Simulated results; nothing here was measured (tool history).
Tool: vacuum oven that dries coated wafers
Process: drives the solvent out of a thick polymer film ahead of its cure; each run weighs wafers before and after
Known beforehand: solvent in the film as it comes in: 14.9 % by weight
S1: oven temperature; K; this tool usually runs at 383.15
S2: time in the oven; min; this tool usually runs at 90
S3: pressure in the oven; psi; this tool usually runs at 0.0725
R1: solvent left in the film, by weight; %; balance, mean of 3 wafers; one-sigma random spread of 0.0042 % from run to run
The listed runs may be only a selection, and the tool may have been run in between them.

Run 1, day 0: usual settings. Result: R1 0.953 %.
Run 2, day 0.471: usual settings. Result: R1 0.953 %.
Run 3, day 1.233: usual settings. Result: R1 0.946 %.
Run 4, day 2.058: usual settings but S2 81 min. Result: R1 1.158 %.
Run 5, day 2.467: usual settings but S2 132 min. Result: R1 0.496 %.
Run 6, day 3.312: usual settings but S2 113 min. Result: R1 0.631 %.
Run 7, day 4.229: usual settings but S2 113 min. Result: R1 0.632 %.
Run 8, day 5.033: usual settings but S2 113 min. Result: R1 0.637 %.
Run 9, day 5.608: usual settings. Result: R1 0.939 %.
At day 5.954: oven's thermocouples calibrated.
Run 10, day 6.583: usual settings. Result: R1 1.1 %.
Run 11, day 7.496: usual settings but S3 0.0828 psi. Result: R1 1.144 %.
Run 12, day 8.125: usual settings but S3 0.0828 psi. Result: R1 1.146 %.
Run 13, day 8.612: usual settings but S3 0.0828 psi. Result: R1 1.147 %.
Run 14, day 9.129: usual settings but S1 378.15 K, S2 71 min, S3 0.0461 psi. Result: R1 2.17 %.
Run 15, day 9.704: usual settings but S1 378.15 K, S2 71 min, S3 0.0461 psi. Result: R1 2.167 %.
Run 16, day 10.329: usual settings but S1 372.15 K, S2 94 min. Result: R1 2.179 %.
Run 17, day 10.858: usual settings but S1 393.15 K, S2 152 min, S3 0.1184 psi. Result: R1 0.441 %.
Run 18, day 11.396: usual settings but S1 378.15 K, S2 96 min, S3 0.0489 psi. Result: R1 1.301 %.
Run 19, day 11.921: usual settings but S1 388.15 K, S2 46 min, S3 0.0908 psi. Result: R1 2.519 %.
Run 20, day 12.346: usual settings but S1 374.15 K, S2 109 min, S3 0.0614 psi. Result: R1 1.453 %.
Run 21, day 13.071: usual settings but S1 376.15 K, S3 0.0838 psi. Result: R1 1.853 %.
Run 22, day 13.942: usual settings but S1 376.15 K, S3 0.0838 psi. Result: R1 1.846 %.
Run 23, day 14.812: usual settings but S1 376.15 K, S3 0.0838 psi. Result: R1 1.848 %.

Below are 4 alternative next runs, each starting from the tool's condition after run 23. Predict each:
Run A, day 15.608: usual settings but S1 374.15 K, S3 0.0554 psi. Result: R1 ?.
Run B, day 15.608: usual settings but S2 157 min. Result: R1 ?.
Run C, day 15.608: usual settings but S2 104 min, S3 0.1719 psi. Result: R1 ?.
Run D, day 15.608: usual settings but S1 373.15 K, S2 47 min, S3 0.0838 psi. Result: R1 ?.

run     R1
  A  1.948
  B  0.482
  C  1.271
  D   4.75
The same runs, with their run-to-run variation unchanged, on a tool lacking any hidden condition would have given:
run     R1
  A  1.879
  B   0.41
  C  1.211
  D  4.706
